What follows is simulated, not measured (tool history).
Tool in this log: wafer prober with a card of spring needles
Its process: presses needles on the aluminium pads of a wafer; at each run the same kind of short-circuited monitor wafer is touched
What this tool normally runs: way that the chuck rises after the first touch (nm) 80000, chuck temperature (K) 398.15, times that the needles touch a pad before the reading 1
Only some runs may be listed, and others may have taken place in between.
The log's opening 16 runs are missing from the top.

run,hour,way that the chuck rises after the first touch (nm),chuck temperature (K),times that the needles touch a pad before the reading,touches since the tips were cleaned,cleanings since the card got new needles,touches since the first contact's height was set,resistance of one needle with its contact and lead (mohm),way that a needle slides on the pad (nm)
# hour 204.6: tips cleaned on abrasive film
17,213.2,80000,398.15,3,1498,44,88610,268,15600
# hour 215.1: tips cleaned on abrasive film
# hour 226.8: tips cleaned on abrasive film
18,227.1,69000,315.15,2,52,46,90982,239,12970
19,236.6,69000,321.15,2,1716,46,92646,284,13000
# hour 237.6: tips cleaned on abrasive film
# hour 248.7: tips cleaned on abrasive film
20,249.3,62000,313.15,2,110,48,94822,246,11700
# hour 259.9: tips cleaned on abrasive film
21,263.6,90000,313.15,2,647,49,97293,240,17550
# hour 271.2: tips cleaned on abrasive film
22,277.9,90000,313.15,2,1170,50,99773,245,17420
# hour 281.8: tips cleaned on abrasive film
23,288.2,90000,313.15,2,1128,51,101550,249,17280
# hour 292.8: tips cleaned on abrasive film
24,302.8,73000,398.15,1,1748,52,104074,325,13940
# hour 304.7: tips cleaned on abrasive film
25,311.7,95000,383.15,2,1218,53,105600,264,18620
# hour 315.4: tips cleaned on abrasive film
26,323,64000,398.15,1,1317,54,107545,339,11870
# hour 326.3: tips cleaned on abrasive film
27,335.4,85000,321.15,1,1573,55,109690,292,16410
# hour 336.9: tips cleaned on abrasive film
# hour 348: tips cleaned on abrasive film
28,349.7,74000,315.15,1,298,57,112150,256,13950
# hour 358.5: tips cleaned on abrasive film
29,363.2,76000,385.15,1,829,58,114492,293,14380
# hour 370.3: tips cleaned on abrasive film
30,372.3,80000,307.15,1,353,59,116051,254,15360
# hour 380.6: tips cleaned on abrasive film
31,384.6,74000,300.15,3,701,60,118178,244,13700

Each row is a separate what-if for the run after 31, all from the same tool condition, not one after another. Results?
# hour 392.1: tips cleaned on abrasive film
A,397.1,78000,300.15,1,873,61,120337,?,?
# hour 392.1: tips cleaned on abrasive film
B,397.1,98000,355.15,1,873,61,120337,?,?
# hour 392.1: tips cleaned on abrasive film
C,397.1,74000,374.15,3,873,61,120337,?,?

run,resistance of one needle with its contact and lead (mohm),way that a needle slides on the pad (nm)
A,279,14890
B,268,18830
C,273,13690
Stripped of hidden state, with their random variation kept, the same runs would have yielded:
run,resistance of one needle with its contact and lead (mohm),way that a needle slides on the pad (nm)
A,222,16230
B,233,20170
C,248,15010
